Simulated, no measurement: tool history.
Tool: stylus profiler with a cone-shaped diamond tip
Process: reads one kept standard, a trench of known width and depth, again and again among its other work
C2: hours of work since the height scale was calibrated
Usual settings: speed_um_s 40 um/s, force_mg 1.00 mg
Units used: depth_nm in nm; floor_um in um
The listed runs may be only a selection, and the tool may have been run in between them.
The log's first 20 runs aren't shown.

run 21 hour=575.0 | speed_um_s=32 force_mg=0.64 | scans_with_this_tip=4112 C2=901 | depth_nm=201.59 floor_um=97.82
run 22 hour=607.3 | speed_um_s=21 force_mg=0.40 | scans_with_this_tip=4207 C2=922 | depth_nm=201.46 floor_um=97.90
run 23 hour=644.6 | speed_um_s=21 force_mg=0.40 | scans_with_this_tip=4317 C2=946 | depth_nm=201.50 floor_um=97.83
run 24 hour=666.9 | speed_um_s=10 force_mg=0.41 | scans_with_this_tip=4382 C2=960 | depth_nm=201.38 floor_um=97.85
run 25 hour=687.1 | speed_um_s=106 force_mg=1.48 | scans_with_this_tip=4441 C2=973 | depth_nm=202.63 floor_um=97.62
run 26 hour=725.3 | speed_um_s=106 force_mg=1.48 | scans_with_this_tip=4553 C2=998 | depth_nm=202.61 floor_um=97.67
run 27 hour=748.9 | speed_um_s=63 force_mg=0.69 | scans_with_this_tip=4623 C2=1013 | depth_nm=201.83 floor_um=97.66
run 28 hour=783.6 | speed_um_s=92 force_mg=1.30 | scans_with_this_tip=4725 C2=1035 | depth_nm=202.53 floor_um=97.59
run 29 hour=802.6 | speed_um_s=92 force_mg=1.30 | scans_with_this_tip=4780 C2=1047 | depth_nm=202.59 floor_um=97.65
run 30 hour=834.4 | speed_um_s=72 force_mg=1.53 | scans_with_this_tip=4874 C2=1068 | depth_nm=202.76 floor_um=97.74
run 31 hour=870.2 | speed_um_s=11 force_mg=1.53 | scans_with_this_tip=4979 C2=1091 | depth_nm=202.87 floor_um=97.90
run 32 hour=890.2 | speed_um_s=121 force_mg=1.00 | scans_with_this_tip=5038 C2=1104 | depth_nm=202.17 floor_um=97.49
run 33 hour=911.5 | speed_um_s=121 force_mg=1.00 | scans_with_this_tip=5100 C2=1118 | depth_nm=202.22 floor_um=97.43
run 34 hour=945.4 | speed_um_s=108 force_mg=0.54 | scans_with_this_tip=5199 C2=1139 | depth_nm=201.66 floor_um=97.38
run 35 hour=968.4 | speed_um_s=108 force_mg=0.54 | scans_with_this_tip=5267 C2=1154 | depth_nm=201.70 floor_um=97.37
run 36 hour=990.0 | speed_um_s=108 force_mg=0.54 | scans_with_this_tip=5330 C2=1168 | depth_nm=201.69 floor_um=97.42
run 37 hour=1007.0 | speed_um_s=85 force_mg=2.17 | scans_with_this_tip=5380 C2=1179 | depth_nm=203.42 floor_um=97.70
run 38 hour=1024.6 | speed_um_s=85 force_mg=2.17 | scans_with_this_tip=5432 C2=1190 | depth_nm=203.52 floor_um=97.70
run 39 hour=1053.0 | speed_um_s=78 force_mg=0.54 | scans_with_this_tip=5515 C2=1209 | depth_nm=201.64 floor_um=97.51
run 40 hour=1089.6 | speed_um_s=12 force_mg=0.93 | scans_with_this_tip=5623 C2=1232 | depth_nm=202.23 floor_um=97.88

Alternative continuations, all from the tool just after run 40; predict every row:
run A hour=1123.0 | speed_um_s=128 force_mg=0.41 | scans_with_this_tip=5721 C2=1254 | depth_nm=? floor_um=?
run B hour=1123.0 | speed_um_s=11 force_mg=0.38 | scans_with_this_tip=5721 C2=1254 | depth_nm=? floor_um=?
run C hour=1123.0 | speed_um_s=12 force_mg=0.60 | scans_with_this_tip=5721 C2=1254 | depth_nm=? floor_um=?
run D hour=1123.0 | speed_um_s=49 force_mg=1.00 | scans_with_this_tip=5721 C2=1254 | depth_nm=? floor_um=?

run=A depth_nm=201.41 floor_um=97.18
run=B depth_nm=201.58 floor_um=97.90
run=C depth_nm=201.90 floor_um=97.87
run=D depth_nm=202.31 floor_um=97.75
Stripped of hidden state, with their random variation kept, the same runs would have yielded:
run=A depth_nm=200.92 floor_um=97.29
run=B depth_nm=201.08 floor_um=98.00
run=C depth_nm=201.40 floor_um=97.98
run=D depth_nm=201.81 floor_um=97.85
